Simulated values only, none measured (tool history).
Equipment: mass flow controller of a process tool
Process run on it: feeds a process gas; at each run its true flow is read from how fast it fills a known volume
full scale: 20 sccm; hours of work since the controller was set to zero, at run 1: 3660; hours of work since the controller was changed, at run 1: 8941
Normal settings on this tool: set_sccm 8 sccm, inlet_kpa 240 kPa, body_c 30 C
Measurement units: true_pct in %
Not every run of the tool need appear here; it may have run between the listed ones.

| run | hour | set_sccm | inlet_kpa | body_c | hours of work since the controller was set to zero | hours of work since the controller was changed | true_pct |
|---|---|---|---|---|---|---|---|
| 1 | 0 | 8 | 240 | 30 | 3660 | 8941 | 98.18 |
| 2 | 304.8 | 8 | 240 | 30 | 3793 | 9074 | 98.24 |
| 3 | 681.9 | 8 | 240 | 30 | 3958 | 9239 | 98.43 |
| 4 | 1067.5 | 8 | 240 | 30 | 4126 | 9407 | 98.37 |
| 5 | 1507.6 | 8 | 240 | 30 | 4318 | 9599 | 98.7 |
| 6 | 1986.2 | 8 | 240 | 30 | 4527 | 9808 | 98.73 |
| 7 | 2381.2 | 8 | 240 | 28 | 4700 | 9981 | 98.62 |
| 8 | 2879.6 | 8 | 240 | 28 | 4917 | 10198 | 98.7 |
|  | 3170.5 | controller's zero set anew |
| 9 | 3269.4 | 6 | 240 | 39 | 43 | 10368 | 99.21 |
| 10 | 3753.9 | 11 | 240 | 26 | 255 | 10580 | 99.35 |
| 11 | 3985.2 | 11 | 240 | 23 | 356 | 10681 | 99.02 |

What if the next run were any one of these 3? Each begins from the tool's condition after run 11:
| A | 4269.7 | 8 | 240 | 23 | 480 | 10805 | ? |
| B | 4269.7 | 5 | 240 | 23 | 480 | 10805 | ? |
| C | 4269.7 | 11 | 255 | 29 | 480 | 10805 | ? |

| run | true_pct |
|---|---|
| A | 98.71 |
| B | 98.22 |
| C | 99.6 |
With no hidden state in the tool, these same runs would have given:
| run | true_pct |
|---|---|
| A | 97.82 |
| B | 97.33 |
| C | 98.7 |

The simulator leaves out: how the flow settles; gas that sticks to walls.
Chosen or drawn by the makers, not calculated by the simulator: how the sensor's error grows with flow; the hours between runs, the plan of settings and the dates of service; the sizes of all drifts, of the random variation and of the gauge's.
